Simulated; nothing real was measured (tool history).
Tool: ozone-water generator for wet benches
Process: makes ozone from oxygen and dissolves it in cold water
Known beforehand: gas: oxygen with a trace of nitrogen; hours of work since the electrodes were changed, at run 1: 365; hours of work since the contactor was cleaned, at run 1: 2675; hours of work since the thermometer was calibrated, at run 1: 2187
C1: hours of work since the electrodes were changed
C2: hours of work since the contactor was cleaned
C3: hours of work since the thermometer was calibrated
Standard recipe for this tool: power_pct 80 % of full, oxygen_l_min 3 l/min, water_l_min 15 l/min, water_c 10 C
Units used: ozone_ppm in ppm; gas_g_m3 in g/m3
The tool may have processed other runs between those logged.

run 1 day=0 | power_pct=80 oxygen_l_min=3 water_l_min=15 water_c=10 | C1=365 C2=2675 C3=2187 | ozone_ppm=15.4 gas_g_m3=223.1
run 2 day=1.271 | power_pct=80 oxygen_l_min=2.48 water_l_min=15 water_c=10 | C1=385 C2=2696 C3=2208 | ozone_ppm=14.8 gas_g_m3=241.8
run 3 day=2.667 | power_pct=80 oxygen_l_min=3 water_l_min=15 water_c=10 | C1=408 C2=2718 C3=2231 | ozone_ppm=15.4 gas_g_m3=220.2
run 4 day=3.542 | power_pct=80 oxygen_l_min=3 water_l_min=15 water_c=10 | C1=423 C2=2733 C3=2245 | ozone_ppm=15.6 gas_g_m3=221
run 5 day=4.996 | power_pct=80 oxygen_l_min=3 water_l_min=15 water_c=10 | C1=446 C2=2756 C3=2269 | ozone_ppm=15.4 gas_g_m3=222.4
run 6 day=5.812 | power_pct=80 oxygen_l_min=3 water_l_min=15 water_c=10 | C1=460 C2=2770 C3=2282 | ozone_ppm=15.4 gas_g_m3=221.3
run 7 day=7.121 | power_pct=80 oxygen_l_min=3 water_l_min=15 water_c=10 | C1=481 C2=2791 C3=2303 | ozone_ppm=15.6 gas_g_m3=221.6
run 8 day=8.388 | power_pct=80 oxygen_l_min=3 water_l_min=15 water_c=10 | C1=502 C2=2812 C3=2324 | ozone_ppm=15.4 gas_g_m3=222
run 9 day=9.408 | power_pct=57 oxygen_l_min=3 water_l_min=15 water_c=10 | C1=519 C2=2829 C3=2341 | ozone_ppm=12 gas_g_m3=174.8
run 10 day=10.929 | power_pct=57 oxygen_l_min=3 water_l_min=15 water_c=10 | C1=543 C2=2853 C3=2366 | ozone_ppm=12 gas_g_m3=172.7
run 11 day=12.538 | power_pct=57 oxygen_l_min=3 water_l_min=15 water_c=10 | C1=570 C2=2880 C3=2392 | ozone_ppm=12.2 gas_g_m3=170.3
-- day=12.838 contactor cleaned
run 12 day=14.4 | power_pct=57 oxygen_l_min=3 water_l_min=15 water_c=10 | C1=597 C2=26 C3=2420 | ozone_ppm=11.4 gas_g_m3=171.2
run 13 day=16.262 | power_pct=57 oxygen_l_min=3 water_l_min=15 water_c=10 | C1=628 C2=56 C3=2450 | ozone_ppm=11.4 gas_g_m3=173.2
run 14 day=17.996 | power_pct=57 oxygen_l_min=3 water_l_min=15 water_c=10 | C1=656 C2=84 C3=2478 | ozone_ppm=11.3 gas_g_m3=172.3
run 15 day=18.846 | power_pct=57 oxygen_l_min=3 water_l_min=15 water_c=10 | C1=670 C2=98 C3=2492 | ozone_ppm=11.2 gas_g_m3=171.7
run 16 day=20.721 | power_pct=90 oxygen_l_min=3.55 water_l_min=14 water_c=16 | C1=701 C2=129 C3=2523 | ozone_ppm=16.1 gas_g_m3=222
-- day=22.612 contactor cleaned, once more
run 17 day=22.712 | power_pct=80 oxygen_l_min=3 water_l_min=13 water_c=11 | C1=731 C2=2 C3=2553 | ozone_ppm=18.1 gas_g_m3=220.8
run 18 day=23.95 | power_pct=63 oxygen_l_min=4.95 water_l_min=14 water_c=10 | C1=751 C2=22 C3=2573 | ozone_ppm=16 gas_g_m3=151.6
run 19 day=24.942 | power_pct=88 oxygen_l_min=4.95 water_l_min=21 water_c=10 | C1=767 C2=38 C3=2589 | ozone_ppm=14.6 gas_g_m3=192.7
run 20 day=26.508 | power_pct=60 oxygen_l_min=4.38 water_l_min=18 water_c=7 | C1=793 C2=64 C3=2615 | ozone_ppm=12.6 gas_g_m3=153.2
run 21 day=27.775 | power_pct=86 oxygen_l_min=2.05 water_l_min=23 water_c=17 | C1=813 C2=84 C3=2636 | ozone_ppm=9.4 gas_g_m3=268.9
run 22 day=29.283 | power_pct=86 oxygen_l_min=2.05 water_l_min=23 water_c=14 | C1=838 C2=109 C3=2660 | ozone_ppm=9.5 gas_g_m3=268.8
run 23 day=31.05 | power_pct=86 oxygen_l_min=2.05 water_l_min=23 water_c=14 | C1=867 C2=138 C3=2689 | ozone_ppm=9.6 gas_g_m3=269.4
run 24 day=32.508 | power_pct=86 oxygen_l_min=2.05 water_l_min=23 water_c=14 | C1=891 C2=162 C3=2713 | ozone_ppm=9.4 gas_g_m3=271.1
run 25 day=33.883 | power_pct=86 oxygen_l_min=2.05 water_l_min=23 water_c=14 | C1=913 C2=184 C3=2735 | ozone_ppm=9.6 gas_g_m3=269.2
run 26 day=35.688 | power_pct=77 oxygen_l_min=3.04 water_l_min=15 water_c=17 | C1=943 C2=214 C3=2765 | ozone_ppm=14.7 gas_g_m3=210.6
run 27 day=37.646 | power_pct=77 oxygen_l_min=3.04 water_l_min=15 water_c=17 | C1=975 C2=246 C3=2797 | ozone_ppm=14.3 gas_g_m3=212.1
run 28 day=39.546 | power_pct=77 oxygen_l_min=3.04 water_l_min=15 water_c=17 | C1=1006 C2=277 C3=2828 | ozone_ppm=14.2 gas_g_m3=212
run 29 day=40.975 | power_pct=77 oxygen_l_min=3.04 water_l_min=15 water_c=17 | C1=1029 C2=300 C3=2851 | ozone_ppm=14.6 gas_g_m3=210.3
run 30 day=42.667 | power_pct=55 oxygen_l_min=1.91 water_l_min=18 water_c=10 | C1=1057 C2=328 C3=2879 | ozone_ppm=8.8 gas_g_m3=201.3

Forecast each of these 5 alternatives for the next run:
run A day=43.788 | power_pct=75 oxygen_l_min=1.91 water_l_min=18 water_c=10 | C1=1075 C2=346 C3=2897 | ozone_ppm=? gas_g_m3=?
run B day=43.788 | power_pct=91 oxygen_l_min=1.67 water_l_min=18 water_c=7 | C1=1075 C2=346 C3=2897 | ozone_ppm=? gas_g_m3=?
run C day=43.788 | power_pct=55 oxygen_l_min=4.9 water_l_min=18 water_c=5 | C1=1075 C2=346 C3=2897 | ozone_ppm=? gas_g_m3=?
run D day=43.788 | power_pct=55 oxygen_l_min=1.91 water_l_min=18 water_c=10 | C1=1075 C2=346 C3=2897 | ozone_ppm=? gas_g_m3=?
run E day=43.788 | power_pct=55 oxygen_l_min=3.55 water_l_min=18 water_c=15 | C1=1075 C2=346 C3=2897 | ozone_ppm=? gas_g_m3=?

run=A ozone_ppm=11 gas_g_m3=252
run=B ozone_ppm=12.3 gas_g_m3=305.3
run=C ozone_ppm=12.4 gas_g_m3=136.5
run=D ozone_ppm=8.9 gas_g_m3=201.9
run=E ozone_ppm=10.3 gas_g_m3=156.2
What these runs would have given with no unlogged condition in the tool:
run=A ozone_ppm=11.5 gas_g_m3=260.1
run=B ozone_ppm=12.9 gas_g_m3=316.5
run=C ozone_ppm=12.8 gas_g_m3=139.9
run=D ozone_ppm=9.2 gas_g_m3=207
run=E ozone_ppm=10.8 gas_g_m3=160.1
